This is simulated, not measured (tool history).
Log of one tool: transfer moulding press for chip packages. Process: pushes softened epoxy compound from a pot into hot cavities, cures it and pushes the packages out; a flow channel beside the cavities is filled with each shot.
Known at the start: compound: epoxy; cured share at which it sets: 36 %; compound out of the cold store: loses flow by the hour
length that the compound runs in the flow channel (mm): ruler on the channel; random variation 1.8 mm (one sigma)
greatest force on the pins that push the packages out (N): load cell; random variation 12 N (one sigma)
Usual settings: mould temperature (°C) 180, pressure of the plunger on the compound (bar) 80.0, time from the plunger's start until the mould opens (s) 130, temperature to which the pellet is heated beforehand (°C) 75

run	hour	mould temperature (°C)	pressure of the plunger on the compound (bar)	time from the plunger's start until the mould opens (s)	temperature to which the pellet is heated beforehand (°C)	incoming compound's hours out of the cold store	length that the compound runs in the flow channel (mm)	greatest force on the pins that push the packages out (N)
1	0.0	180	80.0	130	75	23.0	787	1055
2	11.8	180	85.5	130	75	27.6	802	1088
3	20.6	180	85.5	130	75	38.3	784	1063
4	27.9	180	85.5	130	75	16.4	826	1142
5	38.9	180	85.5	130	75	28.5	802	1095
6	50.4	180	85.5	130	75	8.0	842	1177
7	58.6	180	74.2	130	75	44.6	713	1154
# hour 65.6: cavities cleaned with cleaning compound and waxed
8	69.2	180	80.0	130	65	10.4	811	610
9	79.7	180	80.0	130	65	9.6	810	704
10	87.7	180	80.0	130	82	18.0	794	726
11	98.0	180	80.0	130	82	21.6	784	806
12	109.6	178	80.0	130	75	30.5	778	962
# hour 112.5: mould's thermocouples calibrated
13	123.6	180	86.1	130	75	22.5	813	886
14	130.5	180	86.1	130	75	43.6	769	934
# hour 142.3: mould's thermocouples calibrated, once more
15	145.1	187	89.3	130	68	13.1	807	786
16	154.0	187	89.3	130	68	26.2	773	823
17	164.9	183	98.9	136	67	31.4	830	894
18	175.9	183	67.4	111	67	35.4	677	1150
19	185.9	177	67.4	111	67	43.3	690	1820
20	198.3	188	84.1	147	74	44.4	716	870
21	209.0	173	79.6	148	75	19.9	822	1532
22	218.3	173	79.6	148	75	42.9	771	1486
# hour 225.8: cavities cleaned with cleaning compound and waxed
23	230.2	180	65.7	165	66	12.5	722	489
24	235.8	182	65.7	131	66	30.9	676	588
25	243.7	187	83.0	131	71	30.5	738	560
26	251.7	175	97.9	166	74	40.9	849	669
27	262.3	173	90.8	151	84	31.9	845	967
28	270.5	180	93.4	130	75	24.3	826	835

3 ways to go on from here, each from the tool as it stands after run 28. What would each give?
A	277.5	188	64.5	130	75	43.4	?	?
B	277.5	180	95.2	132	75	28.0	?	?
C	277.5	180	80.7	130	80	26.1	?	?

run	length that the compound runs in the flow channel (mm)	greatest force on the pins that push the packages out (N)
A	625	671
B	827	894
C	768	867
Without the tool's hidden state the same runs would have given:
run	length that the compound runs in the flow channel (mm)	greatest force on the pins that push the packages out (N)
A	648	424
B	859	573
C	797	557

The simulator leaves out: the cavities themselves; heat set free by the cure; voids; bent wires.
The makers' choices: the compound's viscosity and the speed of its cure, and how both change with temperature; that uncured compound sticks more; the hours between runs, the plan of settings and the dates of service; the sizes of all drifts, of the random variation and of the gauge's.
